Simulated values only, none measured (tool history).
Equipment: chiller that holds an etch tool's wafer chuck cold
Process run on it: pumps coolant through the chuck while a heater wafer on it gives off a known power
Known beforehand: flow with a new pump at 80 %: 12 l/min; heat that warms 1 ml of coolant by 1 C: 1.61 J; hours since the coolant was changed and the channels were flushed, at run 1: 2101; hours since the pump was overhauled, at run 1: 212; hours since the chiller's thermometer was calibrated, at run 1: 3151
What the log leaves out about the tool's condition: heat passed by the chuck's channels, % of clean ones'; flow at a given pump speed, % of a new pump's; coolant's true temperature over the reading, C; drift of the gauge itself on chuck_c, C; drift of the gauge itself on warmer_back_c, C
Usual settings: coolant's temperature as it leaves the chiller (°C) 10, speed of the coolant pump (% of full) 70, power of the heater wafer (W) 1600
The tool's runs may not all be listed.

run,hour,coolant's temperature as it leaves the chiller (°C),speed of the coolant pump (% of full),power of the heater wafer (W),hours since the coolant was changed and the channels were flushed,hours since the pump was overhauled,hours since the chiller's thermometer was calibrated,chuck's temperature once it has settled (°C),how much warmer the coolant comes back (C)
1,0.0,10,70,1600,2101,212,3151,24.4,5.78
2,116.7,10,70,1600,2218,329,3268,24.2,5.77
3,188.3,10,70,1600,2289,400,3339,24.3,5.80
4,297.8,18,70,1600,2399,510,3449,32.5,5.86
5,435.0,18,70,1600,2536,647,3586,32.3,5.86
6,543.5,18,70,1600,2645,755,3694,32.3,5.82
7,674.8,10,70,1965,2776,887,3826,27.6,7.24
# hour 755.0: chiller's thermometer calibrated
8,776.8,10,70,1965,2877,988,22,27.8,7.16
9,927.4,9,70,1965,3027,1138,172,26.6,7.25
10,1027.6,9,70,1965,3128,1238,273,26.7,7.23
11,1116.5,10,70,1600,3217,1327,361,24.5,5.92
12,1206.0,10,70,992,3306,1417,451,19.0,3.80
13,1348.5,10,70,992,3449,1559,593,19.0,3.80
14,1424.9,10,70,1600,3525,1636,670,24.5,5.97
15,1571.5,10,70,1600,3672,1782,816,24.3,6.01
16,1646.4,10,76,1600,3746,1857,891,23.4,5.50
17,1796.5,17,70,1600,3897,2007,1041,31.3,6.05
18,1875.9,9,72,1600,3976,2087,1121,23.2,5.89
19,2028.7,9,72,1600,4129,2240,1274,23.2,5.90
20,2150.1,16,65,1897,4250,2361,1395,34.1,7.70
21,2298.8,5,76,1600,4399,2510,1544,18.6,5.65
22,2405.0,14,70,1600,4505,2616,1650,28.3,6.15
23,2536.9,14,70,1600,4637,2748,1782,28.5,6.22
24,2655.6,14,70,1600,4756,2866,1901,28.4,6.16
25,2754.9,15,90,1600,4855,2966,2000,27.1,4.75
26,2866.2,7,79,1200,4966,3077,2111,16.8,4.24
27,2979.8,10,93,1739,5080,3191,2225,22.7,5.08
# hour 3014.4: coolant changed, channels flushed
28,3127.9,1,69,1296,113,3333,2367,12.7,5.18

What will run 29 give?
29,3224.1,6,92,940,210,3429,2463,?,?

chuck's temperature once it has settled (°C): 12.9
how much warmer the coolant comes back (C): 2.97
Without the tool's hidden state the same run would have given chuck's temperature once it has settled (°C) 12.9, how much warmer the coolant comes back (C) 2.50.

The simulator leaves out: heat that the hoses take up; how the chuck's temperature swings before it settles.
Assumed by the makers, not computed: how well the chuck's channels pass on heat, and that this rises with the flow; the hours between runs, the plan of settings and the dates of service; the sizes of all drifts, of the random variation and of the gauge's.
